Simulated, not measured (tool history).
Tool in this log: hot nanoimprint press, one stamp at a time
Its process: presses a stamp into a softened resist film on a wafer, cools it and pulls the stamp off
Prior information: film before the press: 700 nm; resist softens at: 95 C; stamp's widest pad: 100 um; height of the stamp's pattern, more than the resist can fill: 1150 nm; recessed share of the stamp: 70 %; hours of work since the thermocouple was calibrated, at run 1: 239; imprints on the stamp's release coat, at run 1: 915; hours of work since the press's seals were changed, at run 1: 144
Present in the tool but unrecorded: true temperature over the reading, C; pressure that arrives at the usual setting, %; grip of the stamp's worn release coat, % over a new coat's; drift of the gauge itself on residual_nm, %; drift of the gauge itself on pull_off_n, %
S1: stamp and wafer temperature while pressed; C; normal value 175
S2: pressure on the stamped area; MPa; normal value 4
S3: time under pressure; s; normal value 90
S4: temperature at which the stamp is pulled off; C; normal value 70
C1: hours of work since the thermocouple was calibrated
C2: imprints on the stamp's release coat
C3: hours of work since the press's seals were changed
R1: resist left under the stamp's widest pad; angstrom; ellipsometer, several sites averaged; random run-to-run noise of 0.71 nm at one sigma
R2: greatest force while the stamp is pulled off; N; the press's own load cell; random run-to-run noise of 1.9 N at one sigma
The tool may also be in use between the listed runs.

| run | hour | S1 | S2 | S3 | S4 | C1 | C2 | C3 | R1 | R2 |
|---|---|---|---|---|---|---|---|---|---|---|
| 1 | 0 | 175 | 4 | 90 | 70 | 239 | 915 | 144 | 3306 | 120 |
| 2 | 11.3 | 175 | 4 | 90 | 70 | 244 | 937 | 149 | 3308 | 121 |
| 3 | 18.6 | 175 | 4 | 90 | 70 | 247 | 952 | 153 | 3293 | 119 |
| 4 | 23.5 | 175 | 4 | 90 | 68 | 250 | 962 | 155 | 3309 | 124 |
|  | 31.4 | stamp cleaned and given a new release coat |
| 5 | 38.6 | 175 | 4 | 100 | 68 | 254 | 15 | 159 | 3186 | 99 |
| 6 | 46 | 175 | 4 | 100 | 68 | 257 | 30 | 163 | 3167 | 99 |
| 7 | 54.1 | 175 | 4 | 100 | 68 | 261 | 46 | 166 | 3157 | 101 |
| 8 | 60.9 | 175 | 4 | 100 | 68 | 264 | 60 | 169 | 3162 | 103 |
| 9 | 66.6 | 175 | 4 | 100 | 68 | 267 | 71 | 172 | 3159 | 99 |
| 10 | 73.2 | 175 | 4 | 100 | 68 | 270 | 84 | 175 | 3149 | 100 |
| 11 | 79.5 | 175 | 4 | 113 | 68 | 273 | 97 | 178 | 3012 | 101 |
| 12 | 85.7 | 175 | 4 | 90 | 70 | 276 | 109 | 181 | 3296 | 100 |
| 13 | 96.1 | 175 | 4 | 90 | 70 | 280 | 130 | 186 | 3299 | 99 |
| 14 | 101.6 | 175 | 4 | 49 | 70 | 283 | 141 | 188 | 4097 | 99 |
| 15 | 110.7 | 175 | 4 | 49 | 70 | 287 | 159 | 192 | 4099 | 100 |
| 16 | 121.8 | 175 | 4 | 90 | 63 | 292 | 182 | 197 | 3278 | 113 |
| 17 | 133.2 | 175 | 4.92 | 90 | 73 | 297 | 205 | 203 | 3023 | 97 |
| 18 | 144 | 164 | 3.81 | 178 | 73 | 302 | 226 | 208 | 3929 | 96 |
| 19 | 152.3 | 170 | 3.81 | 178 | 66 | 306 | 243 | 211 | 3100 | 110 |
| 20 | 162.7 | 178 | 3.27 | 90 | 61 | 311 | 264 | 216 | 3190 | 109 |
| 21 | 172.1 | 178 | 3.27 | 90 | 61 | 315 | 282 | 221 | 3187 | 112 |
| 22 | 179.9 | 178 | 3.27 | 83 | 57 | 319 | 298 | 224 | 3281 | 123 |
| 23 | 184.8 | 175 | 3.54 | 102 | 70 | 321 | 308 | 226 | 3287 | 107 |
| 24 | 195 | 175 | 3.54 | 102 | 70 | 326 | 328 | 231 | 3270 | 105 |
| 25 | 206 | 182 | 3.77 | 90 | 64 | 331 | 350 | 236 | 2580 | 113 |
| 26 | 215.9 | 182 | 3.77 | 90 | 64 | 335 | 370 | 241 | 2590 | 116 |
| 27 | 227.6 | 182 | 3.77 | 90 | 64 | 341 | 394 | 246 | 2580 | 111 |
| 28 | 237.9 | 182 | 3.77 | 90 | 64 | 345 | 414 | 251 | 2591 | 112 |
| 29 | 246.9 | 175 | 4 | 90 | 64 | 350 | 432 | 255 | 3275 | 115 |
| 30 | 251.7 | 175 | 4 | 90 | 64 | 352 | 442 | 257 | 3280 | 114 |

Branching from run 30: 4 alternative next runs. What would each branch give?
| A | 257.2 | 168 | 4 | 90 | 64 | 354 | 453 | 260 | ? | ? |
| B | 257.2 | 175 | 5.97 | 94 | 75 | 354 | 453 | 260 | ? | ? |
| C | 257.2 | 175 | 4 | 171 | 64 | 354 | 453 | 260 | ? | ? |
| D | 257.2 | 175 | 4 | 90 | 62 | 354 | 453 | 260 | ? | ? |

| run | R1 | R2 |
|---|---|---|
| A | 4186 | 113 |
| B | 2734 | 101 |
| C | 2505 | 114 |
| D | 3286 | 115 |
With no hidden state in the tool, these same runs would have given:
| run | R1 | R2 |
|---|---|---|
| A | 4219 | 103 |
| B | 2756 | 93 |
| C | 2529 | 104 |
| D | 3314 | 105 |

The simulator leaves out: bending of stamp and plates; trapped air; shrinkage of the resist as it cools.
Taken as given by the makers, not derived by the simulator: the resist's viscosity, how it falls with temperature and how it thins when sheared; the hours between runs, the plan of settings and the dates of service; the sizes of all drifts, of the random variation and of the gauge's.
